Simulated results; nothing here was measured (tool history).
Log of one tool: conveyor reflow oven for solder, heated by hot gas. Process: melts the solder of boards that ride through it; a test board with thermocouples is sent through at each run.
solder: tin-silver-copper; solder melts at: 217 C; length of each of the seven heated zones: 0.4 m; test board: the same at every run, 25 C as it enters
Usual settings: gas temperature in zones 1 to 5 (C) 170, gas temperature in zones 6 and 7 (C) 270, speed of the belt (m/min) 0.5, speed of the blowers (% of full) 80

run     day  gas temperature in zones 1 to 5 (C)  gas temperature in zones 6 and 7 (C)  speed of the belt (m/min)  speed of the blowers (% of full)  highest temperature of the board (C)  time above the solder's melting point (s)
  1       0                                  170                                   270                        0.5                                80                                 256.9                                       76.5
  2   2.221                                  170                                   270                        0.5                                80                                 256.4                                       76.1
  3   3.812                                  170                                   270                        0.5                                80                                 256.1                                       76.1
  4    5.65                                  170                                   270                        0.5                                80                                 256.7                                       75.9
  5   8.217                                  170                                   270                        0.5                                60                                 254.1                                       72.9
  6  10.588                                  170                                   270                        0.5                                80                                 255.9                                       75.9
  7  12.138                                  170                                   270                        0.5                                80                                 256.3                                       75.7
  8  13.867                                  159                                   270                        0.5                                80                                 254.2                                       70.2
  9  16.167                                  159                                   270                        0.5                                80                                 254.5                                       70.1
     17.575  -- flux residue cleaned out of gas plates and filters
 10  18.329                                  170                                   270                      0.454                                80                                 258.8                                       86.9
 11    20.6                                  170                                   270                      0.454                                80                                 258.6                                       86.2
 12   21.85                                  170                                   270                      0.454                                52                                 255.3                                       82.8
 13  23.788                                  170                                   270                        0.5                                85                                 256.2                                       76.7
 14    25.8                                  170                                   270                        0.5                                85                                 256.1                                       76.3
 15  27.583                                  170                                   270                      0.503                                80                                 255.4                                       75.1
 16   29.75                                  170                                   270                        0.5                                80                                 255.9                                       75.7
     30.533  -- belt drive overhauled, speed set with a stopwatch
 17  32.117                                  170                                   279                        0.5                                80                                 263.3                                       79.9
 18  33.454                                  170                                   270                        0.5                                80                                 254.8                                       74.4
 19  35.629                                  170                                   270                        0.5                                80                                   255                                       74.1
 20  37.479                                  158                                   270                        0.5                                67                                 251.6                                       66.1
 21  39.983                                  158                                   270                        0.5                                67                                 251.2                                       65.7
     40.917  -- flux residue cleaned out of gas plates and filters
 22  41.383                                  162                                   270                        0.5                                67                                 253.5                                       69.7
     43.058  -- thermocouples of zones 6 and 7 changed
 23  43.971                                  156                                   270                      0.414                                80                                 261.7                                       92.2
 24  45.483                                  176                                   270                      0.527                                80                                 257.7                                       74.6
 25  46.762                                  178                                   270                      0.482                                89                                   261                                       85.6
 26  48.596                                  170                                   270                        0.5                                64                                 256.5                                       74.7
 27  49.729                                  170                                   284                      0.585                                80                                 266.4                                       69.2
 28  50.825                                  178                                   260                      0.423                                85                                 253.5                                       93.8
 29  53.375                                  176                                   269                      0.526                                81                                 256.6                                         74
 30  54.742                                  170                                   269                      0.482                                80                                 257.9                                       79.7
 31  56.008                                  170                                   265                      0.425                                80                                 257.1                                       90.7

The same runs without the tool's hidden state, with the same run-to-run variation:
The hidden state here: heat that the gas passes to the board, % of a clean oven's; belt's true speed, % of the reading; true gas temperature in zones 6 and 7 over the reading, C; drift of the gauge itself on peak_c, C; drift of the gauge itself on liquid_s, %.
run  highest temperature of the board (C)  time above the solder's melting point (s)
  1                                 259.3                                       77.7
  2                                   259                                       77.4
  3                                 258.9                                       77.5
  4                                 259.5                                       77.4
  5                                   257                                       74.7
  6                                 259.2                                       77.8
  7                                 259.6                                       77.7
  8                                 257.8                                       72.6
  9                                 258.2                                       72.8
 10                                 261.6                                       87.9
 11                                 261.5                                       87.3
 12                                 258.1                                       84.3
 13                                 259.4                                       78.1
 14                                 259.4                                       77.9
 15                                 258.8                                       76.8
 16                                 259.5                                       77.6
 17                                 267.4                                       82.5
 18                                 258.9                                       77.6
 19                                 259.2                                       77.5
 20                                 256.1                                       70.4
 21                                   256                                       70.2
 22                                 256.8                                       72.2
 23                                 262.2                                       92.5
 24                                 258.4                                         75
 25                                 261.7                                         86
 26                                 257.4                                       75.4
 27                                 267.6                                       69.7
 28                                 254.4                                       94.6
 29                                 257.9                                       74.9
 30                                 259.3                                       80.7
 31                                 258.4                                       91.8
